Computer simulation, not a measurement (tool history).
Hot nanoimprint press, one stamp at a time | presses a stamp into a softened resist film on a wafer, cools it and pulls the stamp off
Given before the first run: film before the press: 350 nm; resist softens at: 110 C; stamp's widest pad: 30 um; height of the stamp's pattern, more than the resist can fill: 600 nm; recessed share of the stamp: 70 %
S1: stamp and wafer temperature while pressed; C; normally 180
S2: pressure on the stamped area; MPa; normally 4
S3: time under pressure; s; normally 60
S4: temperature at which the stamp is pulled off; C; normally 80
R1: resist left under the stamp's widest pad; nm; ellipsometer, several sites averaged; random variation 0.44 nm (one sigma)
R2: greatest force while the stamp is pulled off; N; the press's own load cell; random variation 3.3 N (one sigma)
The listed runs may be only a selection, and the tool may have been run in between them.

run,hour,S1,S2,S3,S4,R1,R2
1,0,180,4,60,80,207.3,204
2,44.4,180,4,60,80,207.5,212
3,69.9,180,4,60,80,207.4,215
4,107.9,180,4,60,80,207.4,215
# hour 134.9: stamp cleaned and given a new release coat
5,151.2,180,4,60,80,207.7,156
6,201.2,180,4,33,80,243.5,162
7,240.4,178,4,60,80,220.6,166
8,278.2,178,4,60,80,220.8,170
9,317.6,184,4,60,80,181.9,168
10,348,180,4,57,80,210.6,176
11,377.1,180,4,57,80,210.1,177
# hour 423.3: plate thermocouple calibrated
12,426.3,180,3.32,60,80,223.7,178
# hour 468.7: press's hydraulic seals changed and the load cell set to zero
13,477.9,180,3.32,60,80,220.4,181
14,525.5,180,4,47,80,217.9,188
15,555.7,180,4,47,80,218.4,185
16,580.2,180,4,60,80,203.6,188
17,618.6,180,4,60,80,202.8,195
18,663.6,180,4,60,82,202.5,185
19,710.2,189,3.59,41,80,179.2,198
20,731.8,189,3.59,41,80,179.2,197
21,755.8,189,3.59,41,80,180,203
22,788.1,189,3.59,41,80,179.4,205
23,809.4,189,3.59,41,80,179.5,204
24,856.2,189,3.59,41,80,180,200
25,885.7,180,4,60,72,202,247
26,910.6,180,2.83,60,80,232.2,206
# hour 942.3: plate thermocouple calibrated
27,942.4,180,2.83,60,80,234.9,213
28,985.8,182,3.39,60,80,206.8,213
29,1022,184,3.35,68,80,187.9,213
# hour 1038.6: stamp cleaned and given a new release coat
30,1053.1,180,4,35,77,238.9,174
31,1093.7,187,4,35,77,193.8,177

The same runs without the tool's hidden state, with the same run-to-run variation:
Unlogged tool condition in this case: true temperature over the reading, C; pressure that arrives at the usual setting, %; grip of the stamp's worn release coat, % over a new coat's; drift of the gauge itself on residual_nm, %; drift of the gauge itself on pull_off_n, %.
run,R1,R2
1,202.9,155
2,203.2,158
3,203.1,159
4,203.1,158
5,203.5,155
6,239.6,157
7,216.5,160
8,216.9,161
9,178.2,156
10,206.8,162
11,206.4,161
12,219.4,159
13,219.9,160
14,217.5,163
15,218.1,159
16,203.2,160
17,202.5,164
18,202.4,153
19,179.2,162
20,179.2,160
21,180,163
22,179.4,163
23,179.5,161
24,180.2,155
25,202.2,190
26,232.9,158
27,233,160
28,204.7,158
29,185.9,156
30,236.7,173
31,191.6,173
